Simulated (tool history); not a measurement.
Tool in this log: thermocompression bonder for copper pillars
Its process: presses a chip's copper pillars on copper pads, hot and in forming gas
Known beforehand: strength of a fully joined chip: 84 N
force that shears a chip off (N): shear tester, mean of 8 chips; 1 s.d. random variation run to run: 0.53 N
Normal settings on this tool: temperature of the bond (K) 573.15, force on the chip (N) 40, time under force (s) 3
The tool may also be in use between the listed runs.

run,hour,temperature of the bond (K),force on the chip (N),time under force (s),force that shears a chip off (N)
1,0.0,573.15,40,3,61.5
2,12.0,573.15,40,3,62.0
3,21.7,573.15,40,3,61.2
4,27.0,573.15,40,3,61.6
5,34.7,573.15,40,3,60.8
6,44.3,573.15,40,2,55.3
7,51.3,573.15,40,2,55.3
8,61.0,573.15,40,3,61.9
9,68.2,573.15,40,3,61.5
10,79.4,573.15,41,3,63.3
11,91.6,573.15,40,4,64.1
12,100.2,573.15,40,3,60.5
13,108.9,573.15,40,3,61.5
14,116.4,573.15,40,3,59.5
15,127.1,573.15,40,3,60.4
16,134.3,573.15,40,3,60.5
17,145.3,573.15,40,3,61.0
18,151.9,573.15,40,9,73.3
19,158.1,573.15,53,3,68.1
20,163.5,564.15,40,3,55.8
21,173.6,602.15,40,5,77.0
22,180.7,602.15,40,5,75.5
23,191.1,573.15,51,2,62.6
24,197.9,547.15,51,4,59.7
25,204.6,573.15,40,9,72.3
26,211.3,560.15,40,4,58.4
27,222.2,603.15,40,4,74.2
28,230.4,573.15,27,6,58.4
29,236.4,570.15,53,6,74.5
30,243.4,570.15,55,7,75.4
31,253.9,570.15,55,7,76.0
32,264.6,546.15,36,7,55.2
33,274.5,577.15,34,2,50.5
34,281.2,543.15,34,8,53.6
35,289.2,600.15,33,4,68.0
36,294.7,590.15,33,2,56.4
37,305.8,573.15,40,2,52.9
38,317.0,565.15,37,5,60.8
39,327.3,565.15,37,5,59.8

4 options for the next run, each taken on its own from the tool as it stands now. Forecast them:
A,338.1,573.15,34,3,?
B,338.1,573.15,40,5,?
C,338.1,581.15,44,2,?
D,338.1,596.15,26,2,?

run,force that shears a chip off (N)
A,54.2
B,65.3
C,60.2
D,50.3
With the hidden condition removed and each run's random variation left untouched, the same runs would have given:
run,force that shears a chip off (N)
A,56.0
B,68.0
C,62.5
D,52.0

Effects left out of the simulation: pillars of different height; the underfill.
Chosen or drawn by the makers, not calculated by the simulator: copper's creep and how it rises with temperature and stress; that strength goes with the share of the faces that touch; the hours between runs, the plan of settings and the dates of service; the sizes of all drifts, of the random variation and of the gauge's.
